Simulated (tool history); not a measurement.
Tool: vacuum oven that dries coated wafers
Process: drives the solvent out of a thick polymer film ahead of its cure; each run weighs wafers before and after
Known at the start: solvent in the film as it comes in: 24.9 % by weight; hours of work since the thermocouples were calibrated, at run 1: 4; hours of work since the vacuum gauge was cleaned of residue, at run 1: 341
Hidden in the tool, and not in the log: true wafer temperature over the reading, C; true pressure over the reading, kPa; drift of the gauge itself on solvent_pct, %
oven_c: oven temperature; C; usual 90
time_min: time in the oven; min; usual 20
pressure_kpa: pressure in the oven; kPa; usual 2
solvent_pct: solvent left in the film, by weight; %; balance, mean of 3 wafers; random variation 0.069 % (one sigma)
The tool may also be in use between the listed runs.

run	hour	oven_c	time_min	pressure_kpa	hours of work since the thermocouples were calibrated	hours of work since the vacuum gauge was cleaned of residue	solvent_pct
1	0	90	20	2	4	341	4.9
2	7.7	90	20	2.98	8	345	5.55
3	20.6	90	20	2.98	14	351	5.51
4	26.2	90	20	2	17	354	5
5	33.4	90	20	3.98	21	358	6.18
6	45.6	90	20	3.98	27	364	6.03
7	53.8	90	20	2	31	368	4.9
8	66.1	90	20	2	37	374	4.98
9	77.6	90	20	2	43	380	4.85
10	89.1	90	20	1.29	49	386	4.47
11	100	90	20	2	54	391	4.88
12	106.2	90	11	2	57	394	8.93
13	113	90	20	2	61	398	4.95
14	125.9	90	20	2	67	404	4.95
15	134.4	90	20	2	72	409	4.94
16	145.2	90	20	2	77	414	4.97
17	153.5	99	18	2.2	81	418	3.38
18	159.6	77	34	1.24	84	421	5
19	165.1	77	34	1.24	87	424	5.04
20	171.2	77	34	1.24	90	427	5.05
21	181.4	77	34	1.24	95	432	4.97
22	192.4	77	34	1.24	101	438	5.11
23	199.1	92	27	7.34	104	441	6.48
24	207.8	97	11	1.32	109	446	6.63
25	220.4	98	16	1.32	115	452	3.88
26	231	87	11	5.18	121	458	11.7
27	240	87	16	5.18	125	462	9.41
28	253	83	32	2.61	132	469	4.83
29	263.3	98	20	1.99	137	474	3.13
30	269.2	98	20	1.99	140	477	3.07
31	282.4	103	32	2	147	484	1.25

3 ways to go on from here, each from the tool as it stands after run 31. What would each give?
A	295	85	13	2	153	490	?
B	295	96	34	6.37	153	490	?
C	295	90	20	1.65	153	490	?

run	solvent_pct
A	9.41
B	4.27
C	4.85
Without the tool's hidden state the same runs would have given:
run	solvent_pct
A	9.11
B	4.07
C	4.6
